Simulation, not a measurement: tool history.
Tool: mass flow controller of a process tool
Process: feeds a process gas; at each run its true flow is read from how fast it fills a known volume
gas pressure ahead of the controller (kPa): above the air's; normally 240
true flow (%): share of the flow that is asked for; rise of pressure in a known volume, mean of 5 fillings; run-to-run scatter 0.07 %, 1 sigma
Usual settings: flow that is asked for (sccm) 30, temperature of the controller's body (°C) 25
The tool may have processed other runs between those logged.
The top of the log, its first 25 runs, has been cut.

run,day,flow that is asked for (sccm),gas pressure ahead of the controller (kPa),temperature of the controller's body (°C),hours of work since the controller was set to zero,hours of work since the controller was changed,true flow (%)
26,84.288,30,240,32,4768,4768,101.12
27,86.958,30,240,32,4814,4814,101.06
28,89.729,14,185,25,4862,4862,103.32
29,92.029,52,169,31,4901,4901,100.45
30,96.388,52,169,31,4976,4976,100.61
31,101.221,30,166,37,5060,5060,100.76
32,106.488,30,166,37,5150,5150,100.72
33,110.996,30,166,37,5228,5228,100.65

Predict the results of run 34:
34,115.479,30,166,37,5305,5305,?

Run 34 measured true flow (%) 100.61.
Had the tool carried no hidden state, the very same run would have given true flow (%) 97.98.
